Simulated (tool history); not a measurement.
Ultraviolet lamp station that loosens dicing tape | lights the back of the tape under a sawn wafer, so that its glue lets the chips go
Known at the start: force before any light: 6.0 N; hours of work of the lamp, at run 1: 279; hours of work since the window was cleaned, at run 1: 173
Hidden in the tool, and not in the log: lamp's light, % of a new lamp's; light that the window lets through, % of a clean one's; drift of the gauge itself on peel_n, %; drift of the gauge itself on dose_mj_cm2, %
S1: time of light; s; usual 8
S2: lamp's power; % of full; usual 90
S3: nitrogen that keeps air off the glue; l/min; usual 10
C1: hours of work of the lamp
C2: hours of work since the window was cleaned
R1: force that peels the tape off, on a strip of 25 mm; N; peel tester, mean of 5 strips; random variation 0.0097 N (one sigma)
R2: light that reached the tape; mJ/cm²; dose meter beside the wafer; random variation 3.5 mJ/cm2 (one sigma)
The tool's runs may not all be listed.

{"run": 1, "day": 0.0, "S1": 8, "S2": 90, "S3": 10, "C1": 279, "C2": 173, "R1": 0.463, "R2": 545}
{"run": 2, "day": 0.246, "S1": 6, "S2": 90, "S3": 10, "C1": 283, "C2": 177, "R1": 0.815, "R2": 413}
{"run": 3, "day": 0.442, "S1": 6, "S2": 90, "S3": 10, "C1": 287, "C2": 181, "R1": 0.786, "R2": 410}
{"run": 4, "day": 0.8, "S1": 8, "S2": 65, "S3": 10, "C1": 293, "C2": 187, "R1": 0.843, "R2": 390}
{"run": 5, "day": 1.046, "S1": 8, "S2": 90, "S3": 10, "C1": 298, "C2": 192, "R1": 0.492, "R2": 545}
{"run": 6, "day": 1.433, "S1": 8, "S2": 90, "S3": 10, "C1": 305, "C2": 199, "R1": 0.465, "R2": 537}
{"run": 7, "day": 1.642, "S1": 8, "S2": 63, "S3": 10, "C1": 309, "C2": 203, "R1": 0.914, "R2": 381}
{"run": 8, "day": 1.838, "S1": 8, "S2": 90, "S3": 10, "C1": 312, "C2": 206, "R1": 0.489, "R2": 542}
{"run": 9, "day": 2.225, "S1": 8, "S2": 90, "S3": 10, "C1": 319, "C2": 213, "R1": 0.488, "R2": 546}
{"run": 10, "day": 2.575, "S1": 8, "S2": 90, "S3": 10, "C1": 326, "C2": 219, "R1": 0.483, "R2": 537}
{"run": 11, "day": 2.892, "S1": 8, "S2": 90, "S3": 10, "C1": 331, "C2": 225, "R1": 0.472, "R2": 539}
{"run": 12, "day": 3.208, "S1": 4, "S2": 97, "S3": 7, "C1": 337, "C2": 231, "R1": 1.628, "R2": 289}
{"run": 13, "day": 3.462, "S1": 12, "S2": 75, "S3": 10, "C1": 342, "C2": 235, "R1": 0.328, "R2": 669}
{"run": 14, "day": 3.65, "S1": 12, "S2": 75, "S3": 10, "C1": 345, "C2": 239, "R1": 0.321, "R2": 670}
{"run": 15, "day": 3.833, "S1": 12, "S2": 75, "S3": 11, "C1": 348, "C2": 242, "R1": 0.301, "R2": 666}
{"run": 16, "day": 4.088, "S1": 4, "S2": 84, "S3": 10, "C1": 353, "C2": 247, "R1": 1.614, "R2": 252}
{"run": 17, "day": 4.388, "S1": 4, "S2": 84, "S3": 10, "C1": 358, "C2": 252, "R1": 1.558, "R2": 249}
{"run": 18, "day": 4.562, "S1": 6, "S2": 82, "S3": 7, "C1": 362, "C2": 255, "R1": 1.157, "R2": 370}
{"run": 19, "day": 4.904, "S1": 14, "S2": 82, "S3": 4, "C1": 368, "C2": 262, "R1": 0.44, "R2": 848}
{"run": 20, "day": 5.292, "S1": 12, "S2": 63, "S3": 17, "C1": 375, "C2": 269, "R1": 0.306, "R2": 555}
{"run": 21, "day": 5.488, "S1": 12, "S2": 63, "S3": 17, "C1": 378, "C2": 272, "R1": 0.313, "R2": 558}

Forecast each of these 5 alternatives for the next run:
{"run": "A", "day": 5.9, "S1": 12, "S2": 63, "S3": 17, "C1": 386, "C2": 280, "R1": "?", "R2": "?"}
{"run": "B", "day": 5.9, "S1": 8, "S2": 90, "S3": 14, "C1": 386, "C2": 280, "R1": "?", "R2": "?"}
{"run": "C", "day": 5.9, "S1": 12, "S2": 70, "S3": 4, "C1": 386, "C2": 280, "R1": "?", "R2": "?"}
{"run": "D", "day": 5.9, "S1": 12, "S2": 85, "S3": 14, "C1": 386, "C2": 280, "R1": "?", "R2": "?"}
{"run": "E", "day": 5.9, "S1": 8, "S2": 90, "S3": 3, "C1": 386, "C2": 280, "R1": "?", "R2": "?"}

run=A R1=0.304 R2=556
run=B R1=0.394 R2=523
run=C R1=0.778 R2=617
run=D R1=0.238 R2=750
run=E R1=1.206 R2=529
Without the tool's hidden state the same runs would have given:
run=A R1=0.264 R2=610
run=B R1=0.336 R2=574
run=C R1=0.660 R2=677
run=D R1=0.219 R2=823
run=E R1=1.048 R2=580
